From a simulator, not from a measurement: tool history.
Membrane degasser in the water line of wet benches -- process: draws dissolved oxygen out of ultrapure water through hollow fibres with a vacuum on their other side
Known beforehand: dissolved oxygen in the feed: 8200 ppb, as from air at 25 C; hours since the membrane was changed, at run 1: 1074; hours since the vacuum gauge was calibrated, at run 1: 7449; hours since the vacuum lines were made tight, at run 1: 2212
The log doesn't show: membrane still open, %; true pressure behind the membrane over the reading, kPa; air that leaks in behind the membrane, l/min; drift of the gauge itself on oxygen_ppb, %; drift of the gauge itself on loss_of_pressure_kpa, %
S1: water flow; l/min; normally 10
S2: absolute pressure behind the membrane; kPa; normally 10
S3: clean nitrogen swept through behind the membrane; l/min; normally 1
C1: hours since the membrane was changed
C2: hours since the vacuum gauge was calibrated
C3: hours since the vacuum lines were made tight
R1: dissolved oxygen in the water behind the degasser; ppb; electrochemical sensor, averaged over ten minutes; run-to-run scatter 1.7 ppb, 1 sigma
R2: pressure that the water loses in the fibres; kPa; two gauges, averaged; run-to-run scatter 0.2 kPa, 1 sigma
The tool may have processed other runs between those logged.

run	hour	S1	S2	S3	C1	C2	C3	R1	R2
1	0	10	10	1	1074	7449	2212	164.9	42.11
2	43.3	10	10	1	1118	7492	2255	166.1	41.73
3	103.5	8	10	1	1178	7552	2315	131.6	33.18
4	179.2	8	10	1	1253	7628	2391	133.4	33.28
5	218.2	8	10	1	1293	7667	2430	129.8	33.4
6	254.8	8	10	1	1329	7704	2467	131.9	33.47
7	305.8	8	10	1	1380	7755	2518	132.5	33.57
8	342.3	8	10	1	1417	7791	2554	130.6	33.3
9	380.6	8	12.7	1	1455	7830	2593	183.9	33.39
10	416.9	10	7.2	1	1491	7866	2629	101	41.9
11	462.2	10	7.2	1	1537	7911	2674	99.1	42.3
12	504.8	10	10	1	1579	7954	2717	166.5	42.13
13	585.4	10	10	1	1660	8034	2797	163.9	42.02
# hour 623.7: vacuum gauge calibrated
14	634.8	10	10	1	1709	11	2846	166.3	42.2
15	676.9	10	10	1	1751	53	2888	168.8	42.07
16	724	10	6.7	1	1798	100	2935	89.2	42.17
17	759.9	11	10.3	2.11	1834	136	2971	98.3	46.4

Run 18 has not been measured yet. What should we expect?
18	812.8	7	6.9	2.03	1887	189	3024	?	?

Run 18 came out at R1 33.2 ppb, R2 29.71 kPa.
Without the tool's hidden state the same run would have given R1 33.1 ppb, R2 29.44 kPa.
